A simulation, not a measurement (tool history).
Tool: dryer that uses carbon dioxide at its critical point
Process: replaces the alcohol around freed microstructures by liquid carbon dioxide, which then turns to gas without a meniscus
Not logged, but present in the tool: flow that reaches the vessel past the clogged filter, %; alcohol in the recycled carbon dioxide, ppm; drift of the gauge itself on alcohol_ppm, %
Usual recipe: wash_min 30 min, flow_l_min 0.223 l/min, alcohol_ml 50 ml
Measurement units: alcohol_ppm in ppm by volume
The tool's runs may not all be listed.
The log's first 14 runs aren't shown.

| run | hour | wash_min | flow_l_min | alcohol_ml | hours of work since the filter was changed | hours of work since the purifier's bed was changed | alcohol_ppm |
|---|---|---|---|---|---|---|---|
| 15 | 516.2 | 30 | 0.223 | 50 | 184 | 369 | 220 |
| 16 | 556.3 | 30 | 0.223 | 50 | 212 | 398 | 227 |
| 17 | 583.4 | 30 | 0.223 | 50 | 232 | 417 | 240 |
| 18 | 626.3 | 30 | 0.223 | 50 | 263 | 448 | 251 |
| 19 | 657.4 | 30 | 0.223 | 50 | 285 | 470 | 257 |
| 20 | 702.2 | 43 | 0.299 | 50 | 317 | 503 | 61 |
| 21 | 744.9 | 19 | 0.317 | 50 | 348 | 533 | 441 |
| 22 | 767.6 | 19 | 0.317 | 50 | 364 | 549 | 443 |
|  | 810.8 | purifier's bed changed |
| 23 | 810.8 | 19 | 0.317 | 50 | 393 | 0 | 415 |
| 24 | 834.5 | 29 | 0.147 | 28 | 410 | 17 | 1111 |
| 25 | 867.2 | 31 | 0.282 | 118 | 433 | 40 | 134 |
| 26 | 909.7 | 21 | 0.262 | 29 | 464 | 71 | 439 |
|  | 935.1 | inlet filter changed |
| 27 | 960.2 | 21 | 0.262 | 49 | 18 | 106 | 336 |
| 28 | 992.1 | 36 | 0.262 | 62 | 41 | 129 | 35 |
| 29 | 1029.5 | 36 | 0.262 | 62 | 68 | 156 | 28 |
| 30 | 1080.7 | 33 | 0.249 | 50 | 104 | 193 | 62 |
| 31 | 1102.7 | 26 | 0.197 | 36 | 120 | 208 | 449 |
| 32 | 1129.9 | 27 | 0.223 | 49 | 140 | 228 | 301 |
| 33 | 1176.1 | 30 | 0.223 | 41 | 173 | 261 | 166 |
| 34 | 1217.4 | 21 | 0.223 | 81 | 202 | 291 | 1579 |
| 35 | 1251.4 | 46 | 0.223 | 50 | 227 | 315 | 48 |
| 36 | 1275.3 | 26 | 0.182 | 69 | 244 | 332 | 1427 |
| 37 | 1319.6 | 33 | 0.223 | 97 | 276 | 364 | 266 |
| 38 | 1343.3 | 18 | 0.371 | 63 | 293 | 381 | 277 |

Each row is a separate what-if for the run after 38, all from the same tool condition, not one after another. Results?
| A | 1374.1 | 18 | 0.371 | 21 | 315 | 403 | ? |
| B | 1374.1 | 18 | 0.371 | 30 | 315 | 403 | ? |
| C | 1374.1 | 30 | 0.297 | 50 | 315 | 403 | ? |
| D | 1374.1 | 24 | 0.286 | 37 | 315 | 403 | ? |
| E | 1374.1 | 35 | 0.154 | 88 | 315 | 403 | ? |

| run | alcohol_ppm |
|---|---|
| A | 137 |
| B | 164 |
| C | 76 |
| D | 167 |
| E | 1286 |
The same runs, with their run-to-run variation unchanged, on a tool lacking any hidden condition would have given:
| run | alcohol_ppm |
|---|---|
| A | 56 |
| B | 66 |
| C | 15 |
| D | 60 |
| E | 732 |

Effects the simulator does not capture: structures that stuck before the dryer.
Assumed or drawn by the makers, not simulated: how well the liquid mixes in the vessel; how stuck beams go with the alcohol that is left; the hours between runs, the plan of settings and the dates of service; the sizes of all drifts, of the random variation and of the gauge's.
